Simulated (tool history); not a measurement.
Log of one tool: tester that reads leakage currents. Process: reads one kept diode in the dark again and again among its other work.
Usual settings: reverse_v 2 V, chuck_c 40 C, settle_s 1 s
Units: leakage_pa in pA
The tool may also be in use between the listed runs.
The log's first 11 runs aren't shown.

run	hour	reverse_v	chuck_c	settle_s	hours of work since the probe card was cleaned	hours of work since the tester was calibrated	hours of work since the chuck was calibrated	leakage_pa
# hour 299.1: probe card cleaned and baked
12	327.3	2	40	2.72	12	406	976	117.73
13	349.2	2	40	1	22	416	986	118.09
14	380.3	2	40	1	35	429	999	117.81
15	398.2	2	40	1	43	437	1007	118.09
16	429.6	2	40	1	57	451	1021	118
17	447.7	2	40	1	64	459	1028	118.24
18	472.7	2	40	1	75	469	1039	118.21
19	507.4	2	40	1.06	90	484	1054	117.71
20	526.3	2	40	1.06	98	493	1063	117.98

Run 21 comes next. What will it give?
21	558.8	7.28	54	4.33	112	507	1077	?

leakage_pa: 572.88 pA
Without the tool's hidden state the same run would have given leakage_pa 573.27 pA.
